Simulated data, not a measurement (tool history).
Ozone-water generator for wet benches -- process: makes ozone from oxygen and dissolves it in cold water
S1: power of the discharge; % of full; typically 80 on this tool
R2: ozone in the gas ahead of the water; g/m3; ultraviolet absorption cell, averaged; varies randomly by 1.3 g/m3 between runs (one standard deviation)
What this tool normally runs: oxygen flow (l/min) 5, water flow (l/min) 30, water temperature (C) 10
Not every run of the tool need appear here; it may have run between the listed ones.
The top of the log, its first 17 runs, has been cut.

run 18 day=112.958 | S1=41 oxygen_flow_(l/min)=7.24 water_flow_(l/min)=23 water_temperature_(C)=10 | dissolved_ozone_(ppm)=15.3 R2=112.9
run 19 day=117.296 | S1=84 oxygen_flow_(l/min)=5 water_flow_(l/min)=19 water_temperature_(C)=10 | dissolved_ozone_(ppm)=31.1 R2=233
run 20 day=121.296 | S1=84 oxygen_flow_(l/min)=5.22 water_flow_(l/min)=36 water_temperature_(C)=10 | dissolved_ozone_(ppm)=15.8 R2=229.1
run 21 day=125.075 | S1=84 oxygen_flow_(l/min)=5.22 water_flow_(l/min)=36 water_temperature_(C)=10 | dissolved_ozone_(ppm)=16 R2=227.7
run 22 day=130.625 | S1=77 oxygen_flow_(l/min)=2.77 water_flow_(l/min)=19 water_temperature_(C)=10 | dissolved_ozone_(ppm)=25.7 R2=292
run 23 day=137.046 | S1=77 oxygen_flow_(l/min)=2.77 water_flow_(l/min)=19 water_temperature_(C)=10 | dissolved_ozone_(ppm)=25.6 R2=288.2
run 24 day=142.862 | S1=90 oxygen_flow_(l/min)=3.48 water_flow_(l/min)=41 water_temperature_(C)=5 | dissolved_ozone_(ppm)=12.8 R2=288.6
run 25 day=149.675 | S1=91 oxygen_flow_(l/min)=4.18 water_flow_(l/min)=41 water_temperature_(C)=17 | dissolved_ozone_(ppm)=12.7 R2=269.5
run 26 day=154.404 | S1=91 oxygen_flow_(l/min)=4.18 water_flow_(l/min)=41 water_temperature_(C)=17 | dissolved_ozone_(ppm)=12.5 R2=265.5
run 27 day=158.975 | S1=64 oxygen_flow_(l/min)=5 water_flow_(l/min)=39 water_temperature_(C)=14 | dissolved_ozone_(ppm)=11 R2=187.5
run 28 day=162.988 | S1=64 oxygen_flow_(l/min)=5 water_flow_(l/min)=39 water_temperature_(C)=14 | dissolved_ozone_(ppm)=11 R2=185.6
run 29 day=170.579 | S1=54 oxygen_flow_(l/min)=3.19 water_flow_(l/min)=28 water_temperature_(C)=6 | dissolved_ozone_(ppm)=13.2 R2=203.1
run 30 day=175.521 | S1=80 oxygen_flow_(l/min)=5 water_flow_(l/min)=24 water_temperature_(C)=18 | dissolved_ozone_(ppm)=20.9 R2=217.3

5 options for the next run, each taken on its own from the tool as it stands now. Forecast them:
run A day=183.892 | S1=80 oxygen_flow_(l/min)=6.37 water_flow_(l/min)=25 water_temperature_(C)=6 | dissolved_ozone_(ppm)=? R2=?
run B day=183.892 | S1=55 oxygen_flow_(l/min)=5 water_flow_(l/min)=30 water_temperature_(C)=17 | dissolved_ozone_(ppm)=? R2=?
run C day=183.892 | S1=83 oxygen_flow_(l/min)=4.85 water_flow_(l/min)=30 water_temperature_(C)=18 | dissolved_ozone_(ppm)=? R2=?
run D day=183.892 | S1=40 oxygen_flow_(l/min)=5 water_flow_(l/min)=33 water_temperature_(C)=18 | dissolved_ozone_(ppm)=? R2=?
run E day=183.892 | S1=80 oxygen_flow_(l/min)=4.12 water_flow_(l/min)=30 water_temperature_(C)=11 | dissolved_ozone_(ppm)=? R2=?

run=A dissolved_ozone_(ppm)=24.1 R2=193.4
run=B dissolved_ozone_(ppm)=12.6 R2=163.7
run=C dissolved_ozone_(ppm)=16.8 R2=228.3
run=D dissolved_ozone_(ppm)=8.7 R2=129.9
run=E dissolved_ozone_(ppm)=16.9 R2=240.4
With no hidden state in the tool, these same runs would have given:
run=A dissolved_ozone_(ppm)=28.2 R2=219.1
run=B dissolved_ozone_(ppm)=14.3 R2=179.2
run=C dissolved_ozone_(ppm)=19.8 R2=259.5
run=D dissolved_ozone_(ppm)=9.6 R2=138.2
run=E dissolved_ozone_(ppm)=19.9 R2=272.2

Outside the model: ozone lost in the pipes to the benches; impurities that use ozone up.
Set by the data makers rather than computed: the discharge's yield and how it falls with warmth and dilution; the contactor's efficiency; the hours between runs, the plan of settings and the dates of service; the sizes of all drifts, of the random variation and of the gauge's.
